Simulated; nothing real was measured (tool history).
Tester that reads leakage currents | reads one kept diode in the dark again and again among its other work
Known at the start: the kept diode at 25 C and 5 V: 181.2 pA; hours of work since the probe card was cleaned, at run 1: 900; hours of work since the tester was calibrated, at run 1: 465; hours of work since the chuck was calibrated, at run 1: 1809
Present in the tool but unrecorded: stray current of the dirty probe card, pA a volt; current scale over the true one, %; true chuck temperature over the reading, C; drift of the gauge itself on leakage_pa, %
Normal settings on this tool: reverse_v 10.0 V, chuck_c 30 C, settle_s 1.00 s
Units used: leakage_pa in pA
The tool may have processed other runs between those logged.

run,hour,reverse_v,chuck_c,settle_s,hours of work since the probe card was cleaned,hours of work since the tester was calibrated,hours of work since the chuck was calibrated,leakage_pa
1,0.0,10.0,30,1.00,900,465,1809,400.98
2,23.3,10.0,30,1.00,915,480,1824,401.98
3,46.8,10.0,30,1.00,931,496,1840,402.26
4,89.2,10.0,30,7.16,958,524,1868,403.74
5,119.6,10.0,30,7.16,978,544,1888,401.59
# hour 137.4: chuck's temperature calibrated
6,164.6,10.0,30,7.16,1007,572,18,355.87
7,200.2,11.3,30,1.00,1030,595,41,377.34
8,231.8,11.3,30,1.00,1051,616,62,379.94
9,275.7,11.3,30,1.00,1080,645,91,380.33
10,318.7,11.3,30,1.00,1108,673,119,381.42
11,360.8,10.0,30,1.00,1136,701,147,361.51
12,397.2,10.0,30,1.00,1160,725,171,361.38
13,435.9,10.0,58,1.00,1185,750,196,2490.37
14,463.0,10.0,58,1.00,1203,768,214,2487.58
15,504.1,10.0,58,1.00,1230,795,241,2491.31
16,540.1,10.0,58,1.00,1254,819,265,2483.59
17,569.4,10.0,58,1.00,1273,838,284,2488.25
18,610.3,10.0,58,1.00,1300,865,311,2487.65
19,637.3,14.1,30,1.00,1317,883,329,427.36
20,664.1,14.1,30,1.00,1335,900,346,423.47
21,687.5,1.5,21,3.94,1350,916,362,79.38
22,710.6,12.2,21,3.94,1366,931,377,200.19
23,737.6,12.2,21,3.94,1383,949,395,201.50
24,773.9,12.2,21,3.94,1407,972,419,200.23
25,816.3,10.1,21,0.79,1435,1000,446,186.48
26,847.3,6.9,43,1.00,1456,1021,467,801.17
27,886.7,1.5,31,1.58,1481,1047,493,172.41
28,925.2,10.0,49,3.63,1507,1072,518,1408.59
29,958.9,10.0,30,0.75,1529,1094,540,369.75
30,985.0,10.0,30,0.75,1546,1111,557,369.96
31,1020.9,7.3,32,0.75,1570,1135,581,377.84
32,1053.8,2.2,30,1.43,1591,1157,603,191.37
33,1073.8,10.3,39,1.00,1604,1170,616,730.29
34,1109.6,10.3,39,1.00,1628,1193,639,729.49
35,1151.0,10.0,26,7.79,1655,1220,666,275.81
36,1178.2,10.0,32,1.16,1673,1238,684,436.13
37,1202.7,10.0,60,0.51,1689,1254,700,2887.90
38,1239.9,10.0,60,0.51,1714,1279,725,2901.86
39,1258.1,8.8,54,0.52,1726,1291,737,1872.95

Had the tool no unlogged condition, and each run kept its random variation, what would the results have been?
run,leakage_pa
1,360.72
2,361.26
3,361.14
4,361.74
5,359.34
6,358.09
7,378.98
8,381.03
9,380.65
10,381.06
11,360.66
12,359.93
13,2485.79
14,2480.46
15,2480.50
16,2469.66
17,2471.92
18,2467.66
19,420.70
20,416.33
21,78.19
22,195.18
23,196.18
24,194.59
25,181.13
26,786.57
27,168.86
28,1379.89
29,359.43
30,359.21
31,367.04
32,185.96
33,709.32
34,707.52
35,265.02
36,420.42
37,2806.21
38,2816.32
39,1814.57
